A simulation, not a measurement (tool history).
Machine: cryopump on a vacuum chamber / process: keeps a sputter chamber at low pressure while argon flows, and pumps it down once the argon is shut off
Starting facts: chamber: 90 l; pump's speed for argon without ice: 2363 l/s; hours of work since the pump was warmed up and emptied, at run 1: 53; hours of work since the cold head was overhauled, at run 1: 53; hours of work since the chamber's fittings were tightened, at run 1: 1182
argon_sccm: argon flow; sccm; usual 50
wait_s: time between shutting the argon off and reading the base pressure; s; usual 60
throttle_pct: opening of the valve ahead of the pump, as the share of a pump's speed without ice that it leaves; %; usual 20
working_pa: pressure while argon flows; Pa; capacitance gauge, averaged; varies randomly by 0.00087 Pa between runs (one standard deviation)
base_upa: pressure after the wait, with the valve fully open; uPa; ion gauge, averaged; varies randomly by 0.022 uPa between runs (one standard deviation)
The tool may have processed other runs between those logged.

run,day,argon_sccm,wait_s,throttle_pct,hours of work since the pump was warmed up and emptied,hours of work since the cold head was overhauled,hours of work since the chamber's fittings were tightened,working_pa,base_upa
1,0.000,50,60,20,53,53,1182,0.1797,1.16
2,0.729,50,60,46,60,60,1189,0.0787,1.14
3,1.271,50,60,20,65,65,1194,0.1794,1.11
4,2.225,50,60,20,74,74,1203,0.1812,1.14
5,2.871,50,34,20,81,81,1210,0.1805,1.56
6,3.638,50,34,20,88,88,1217,0.1807,1.55
7,4.321,50,34,20,95,95,1224,0.1809,1.53
8,5.271,50,20,20,104,104,1233,0.1824,2.17
9,6.246,30,60,20,113,113,1243,0.1087,1.19
10,7.158,30,60,20,122,122,1251,0.1078,1.26
11,8.208,50,60,20,133,133,1262,0.1812,1.20
12,9.008,50,60,20,140,140,1270,0.1802,1.24
13,9.658,50,73,20,147,147,1276,0.1804,1.19
14,10.762,50,73,20,157,157,1287,0.1819,1.14
15,11.762,50,26,20,167,167,1296,0.1806,1.85
16,12.979,50,60,20,179,179,1308,0.1822,1.24
17,13.958,50,60,20,189,189,1318,0.1806,1.24
18,14.688,50,60,20,196,196,1325,0.1795,1.31
19,15.288,20,60,17,201,201,1331,0.0847,1.22
20,16.325,26,35,17,212,212,1341,0.1111,1.64
21,17.450,26,35,17,223,223,1352,0.1098,1.58
22,18.408,26,35,17,232,232,1361,0.1105,1.69
23,19.246,26,35,17,240,240,1369,0.1103,1.62
24,20.038,26,35,17,248,248,1377,0.1106,1.65
25,21.075,35,118,17,258,258,1387,0.1494,1.08
26,21.954,31,61,20,266,266,1396,0.1132,1.31
27,22.804,31,61,20,275,275,1404,0.1130,1.32
28,23.454,31,61,20,281,281,1410,0.1142,1.31
29,24.288,31,61,20,289,289,1418,0.1132,1.28
30,25.138,31,61,20,297,297,1427,0.1139,1.35
31,25.788,70,212,20,304,304,1433,0.2551,1.01
32,26.475,70,212,20,310,310,1440,0.2574,0.99
33,27.104,50,272,20,317,317,1446,0.1829,0.98
34,27.842,79,123,20,324,324,1453,0.2899,1.15
35,28.521,50,28,20,330,330,1460,0.1847,1.94

Below, some changes in working_pa between adjacent runs. For each, the amount present without the hidden state too (settings, incoming material, random variation) and the amount remaining for the hidden state with gauge scatter not shared by both compared results:
The hidden state here: pump's speed, % of a pump's without ice; cold plate's temperature, K; leak into the chamber, uPa l/s; drift of the gauge itself on working_pa, %; drift of the gauge itself on base_upa, %.
Run 30 -> 31: argon_sccm 31 -> 70, wait_s 61 -> 212. working_pa +0.1412 Pa: hidden state +0.0032, all else +0.1380.
Run 33 -> 34: argon_sccm 50 -> 79, wait_s 272 -> 123. working_pa +0.1070 Pa: hidden state +0.0026, all else +0.1044.
Run 34 -> 35: argon_sccm 79 -> 50, wait_s 123 -> 28. working_pa -0.1052 Pa: hidden state -0.0023, all else -0.1029.
